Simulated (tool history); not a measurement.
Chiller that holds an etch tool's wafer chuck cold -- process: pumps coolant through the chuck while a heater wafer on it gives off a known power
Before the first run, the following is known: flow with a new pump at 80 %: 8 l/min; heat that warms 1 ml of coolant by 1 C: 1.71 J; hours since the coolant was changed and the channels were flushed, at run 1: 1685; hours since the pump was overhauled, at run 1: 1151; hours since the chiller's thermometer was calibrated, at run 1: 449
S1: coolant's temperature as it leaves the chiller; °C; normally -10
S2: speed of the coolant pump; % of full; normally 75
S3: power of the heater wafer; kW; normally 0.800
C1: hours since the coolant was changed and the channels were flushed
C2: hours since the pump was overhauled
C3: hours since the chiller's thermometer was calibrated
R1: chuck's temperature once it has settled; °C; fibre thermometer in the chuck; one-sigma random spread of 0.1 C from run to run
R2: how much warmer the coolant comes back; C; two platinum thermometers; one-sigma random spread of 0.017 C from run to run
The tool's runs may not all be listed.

{"run": 1, "day": 0.0, "S1": -10, "S2": 75, "S3": 0.8, "C1": 1685, "C2": 1151, "C3": 449, "R1": -3.1, "R2": 3.81}
{"run": 2, "day": 3.196, "S1": -10, "S2": 75, "S3": 0.8, "C1": 1762, "C2": 1227, "C3": 526, "R1": -2.9, "R2": 3.81}
{"run": 3, "day": 6.342, "S1": -10, "S2": 75, "S3": 0.8, "C1": 1837, "C2": 1303, "C3": 602, "R1": -2.9, "R2": 3.8}
{"run": 4, "day": 9.458, "S1": -10, "S2": 75, "S3": 0.771, "C1": 1912, "C2": 1378, "C3": 676, "R1": -3.3, "R2": 3.66}
{"run": 5, "day": 12.742, "S1": -13, "S2": 75, "S3": 0.771, "C1": 1991, "C2": 1456, "C3": 755, "R1": -6.2, "R2": 3.65}
{"run": 6, "day": 15.046, "S1": -13, "S2": 75, "S3": 0.771, "C1": 2046, "C2": 1512, "C3": 810, "R1": -6.2, "R2": 3.64}
{"run": 7, "day": 17.129, "S1": -10, "S2": 75, "S3": 0.8, "C1": 2096, "C2": 1562, "C3": 861, "R1": -2.8, "R2": 3.8}
{"run": 8, "day": 20.1, "S1": -10, "S2": 66, "S3": 0.8, "C1": 2168, "C2": 1633, "C3": 932, "R1": -2.0, "R2": 4.3}
{"run": 9, "day": 22.279, "S1": -10, "S2": 61, "S3": 0.838, "C1": 2220, "C2": 1685, "C3": 984, "R1": -1.2, "R2": 4.83}
{"run": 10, "day": 26.288, "S1": -11, "S2": 61, "S3": 0.435, "C1": 2316, "C2": 1782, "C3": 1080, "R1": -6.4, "R2": 2.54}
{"run": 11, "day": 29.967, "S1": -10, "S2": 75, "S3": 0.637, "C1": 2404, "C2": 1870, "C3": 1169, "R1": -4.3, "R2": 3.05}
{"run": 12, "day": 33.275, "S1": -15, "S2": 86, "S3": 0.8, "C1": 2484, "C2": 1949, "C3": 1248, "R1": -8.5, "R2": 3.36}
{"run": 13, "day": 35.279, "S1": -15, "S2": 86, "S3": 0.8, "C1": 2532, "C2": 1997, "C3": 1296, "R1": -8.7, "R2": 3.36}
{"run": 14, "day": 38.833, "S1": -10, "S2": 75, "S3": 0.879, "C1": 2617, "C2": 2083, "C3": 1381, "R1": -2.1, "R2": 4.17}

The next listed run, before its measurement:
{"run": 15, "day": 42.721, "S1": -10, "S2": 75, "S3": 0.879, "C1": 2710, "C2": 2176, "C3": 1475, "R1": "?", "R2": "?"}

Run 15 produced R1 -1.9 °C, R2 4.20 C.
With the hidden condition absent and the run-to-run variation left alone, this run would have shown R1 -2.5 °C, R2 4.10 C.

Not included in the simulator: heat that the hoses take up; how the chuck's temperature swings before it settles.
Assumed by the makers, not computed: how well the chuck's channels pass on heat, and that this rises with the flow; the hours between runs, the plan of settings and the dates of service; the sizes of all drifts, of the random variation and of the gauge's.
